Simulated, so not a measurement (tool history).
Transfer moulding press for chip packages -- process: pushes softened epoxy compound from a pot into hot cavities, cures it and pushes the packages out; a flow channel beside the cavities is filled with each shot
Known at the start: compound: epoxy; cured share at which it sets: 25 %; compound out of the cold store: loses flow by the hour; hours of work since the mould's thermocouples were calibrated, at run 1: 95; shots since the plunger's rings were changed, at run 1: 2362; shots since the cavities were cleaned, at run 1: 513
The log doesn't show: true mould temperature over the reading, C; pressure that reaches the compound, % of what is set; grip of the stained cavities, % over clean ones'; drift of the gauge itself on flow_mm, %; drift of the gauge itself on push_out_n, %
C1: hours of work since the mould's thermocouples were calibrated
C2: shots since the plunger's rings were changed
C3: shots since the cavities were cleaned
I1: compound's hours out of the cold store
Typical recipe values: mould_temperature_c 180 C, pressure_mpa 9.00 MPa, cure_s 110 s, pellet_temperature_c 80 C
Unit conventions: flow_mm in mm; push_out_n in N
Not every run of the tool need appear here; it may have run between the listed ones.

{"run": 1, "hour": 0.0, "mould_temperature_c": 180, "pressure_mpa": 9.0, "cure_s": 110, "pellet_temperature_c": 80, "C1": 95, "C2": 2362, "C3": 513, "I1": 43.6, "flow_mm": 438, "push_out_n": 805}
{"hour": 30.4, "done": "plunger's sealing rings changed"}
{"hour": 34.9, "done": "cavities cleaned with cleaning compound and waxed"}
{"run": 2, "hour": 45.9, "mould_temperature_c": 180, "pressure_mpa": 9.0, "cure_s": 110, "pellet_temperature_c": 78, "C1": 121, "C2": 140, "C3": 110, "I1": 9.5, "flow_mm": 566, "push_out_n": 639}
{"run": 3, "hour": 71.5, "mould_temperature_c": 180, "pressure_mpa": 9.0, "cure_s": 115, "pellet_temperature_c": 78, "C1": 137, "C2": 397, "C3": 367, "I1": 32.4, "flow_mm": 486, "push_out_n": 728}
{"hour": 119.9, "done": "cavities cleaned with cleaning compound and waxed"}
{"run": 4, "hour": 119.9, "mould_temperature_c": 180, "pressure_mpa": 9.0, "cure_s": 115, "pellet_temperature_c": 78, "C1": 166, "C2": 866, "C3": 0, "I1": 42.2, "flow_mm": 453, "push_out_n": 498}
{"run": 5, "hour": 161.5, "mould_temperature_c": 180, "pressure_mpa": 9.0, "cure_s": 115, "pellet_temperature_c": 78, "C1": 192, "C2": 1283, "C3": 417, "I1": 28.8, "flow_mm": 488, "push_out_n": 743}
{"run": 6, "hour": 186.0, "mould_temperature_c": 180, "pressure_mpa": 8.73, "cure_s": 110, "pellet_temperature_c": 80, "C1": 207, "C2": 1528, "C3": 662, "I1": 8.2, "flow_mm": 548, "push_out_n": 859}
{"hour": 205.3, "done": "cavities cleaned with cleaning compound and waxed"}
{"run": 7, "hour": 227.2, "mould_temperature_c": 180, "pressure_mpa": 8.73, "cure_s": 110, "pellet_temperature_c": 80, "C1": 232, "C2": 1927, "C3": 220, "I1": 32.6, "flow_mm": 467, "push_out_n": 692}
{"run": 8, "hour": 249.2, "mould_temperature_c": 180, "pressure_mpa": 9.78, "cure_s": 110, "pellet_temperature_c": 83, "C1": 246, "C2": 2147, "C3": 440, "I1": 46.3, "flow_mm": 449, "push_out_n": 740}
{"run": 9, "hour": 284.0, "mould_temperature_c": 180, "pressure_mpa": 10.17, "cure_s": 110, "pellet_temperature_c": 80, "C1": 267, "C2": 2496, "C3": 789, "I1": 11.9, "flow_mm": 570, "push_out_n": 933}
{"hour": 291.7, "done": "cavities cleaned with cleaning compound and waxed"}
{"hour": 299.4, "done": "plunger's sealing rings changed"}
{"run": 10, "hour": 319.0, "mould_temperature_c": 177, "pressure_mpa": 7.03, "cure_s": 110, "pellet_temperature_c": 72, "C1": 287, "C2": 196, "C3": 249, "I1": 24.9, "flow_mm": 457, "push_out_n": 872}
{"run": 11, "hour": 349.8, "mould_temperature_c": 182, "pressure_mpa": 9.0, "cure_s": 91, "pellet_temperature_c": 71, "C1": 306, "C2": 504, "C3": 557, "I1": 40.4, "flow_mm": 455, "push_out_n": 988}
{"run": 12, "hour": 370.8, "mould_temperature_c": 176, "pressure_mpa": 7.52, "cure_s": 108, "pellet_temperature_c": 75, "C1": 319, "C2": 715, "C3": 768, "I1": 24.2, "flow_mm": 473, "push_out_n": 1168}
{"hour": 378.3, "done": "cavities cleaned with cleaning compound and waxed"}
{"run": 13, "hour": 414.8, "mould_temperature_c": 180, "pressure_mpa": 7.52, "cure_s": 108, "pellet_temperature_c": 75, "C1": 345, "C2": 1141, "C3": 366, "I1": 45.3, "flow_mm": 405, "push_out_n": 734}
{"run": 14, "hour": 442.4, "mould_temperature_c": 180, "pressure_mpa": 9.0, "cure_s": 128, "pellet_temperature_c": 74, "C1": 362, "C2": 1417, "C3": 642, "I1": 45.8, "flow_mm": 436, "push_out_n": 711}

How the hidden state differs across the entries between the runs, from the last listed run before each to the first after it:
Logged between run 1 and run 2: plunger's sealing rings changed (hour 30.4); cavities cleaned with cleaning compound and waxed (hour 34.9)
  true mould temperature over the reading, C: 0.26 -> 0.29; pressure that reaches the compound, % of what is set: 92.35 -> 99.43; grip of the stained cavities, % over clean ones': 54.1 -> 15.4
  measured less the result without the state, flow_mm: -19 -> -3 mm; push_out_n: +276 -> +76 N
Logged between run 3 and run 4: cavities cleaned with cleaning compound and waxed (hour 119.9)
  true mould temperature over the reading, C: 0.31 -> 0.34; pressure that reaches the compound, % of what is set: 98.58 -> 97.13; grip of the stained cavities, % over clean ones': 42.4 -> 1.6
  measured less the result without the state, flow_mm: -4 -> -7 mm; push_out_n: +209 -> +1 N
Logged between run 6 and run 7: cavities cleaned with cleaning compound and waxed (hour 205.3)
  true mould temperature over the reading, C: 0.39 -> 0.42; pressure that reaches the compound, % of what is set: 95.16 -> 93.92; grip of the stained cavities, % over clean ones': 60.1 -> 27.2
  measured less the result without the state, flow_mm: -15 -> -16 mm; push_out_n: +309 -> +134 N
Logged between run 9 and run 10: cavities cleaned with cleaning compound and waxed (hour 291.7); plunger's sealing rings changed (hour 299.4)
  true mould temperature over the reading, C: 0.46 -> 0.48; pressure that reaches the compound, % of what is set: 92.25 -> 99; grip of the stained cavities, % over clean ones': 66.5 -> 31.7
  measured less the result without the state, flow_mm: -25 -> -4 mm; push_out_n: +356 -> +185 N
Logged between run 12 and run 13: cavities cleaned with cleaning compound and waxed (hour 378.3)
  true mould temperature over the reading, C: 0.52 -> 0.55; pressure that reaches the compound, % of what is set: 97.45 -> 96.2; grip of the stained cavities, % over clean ones': 67.5 -> 42.8
  measured less the result without the state, flow_mm: -7 -> -9 mm; push_out_n: +442 -> +205 N
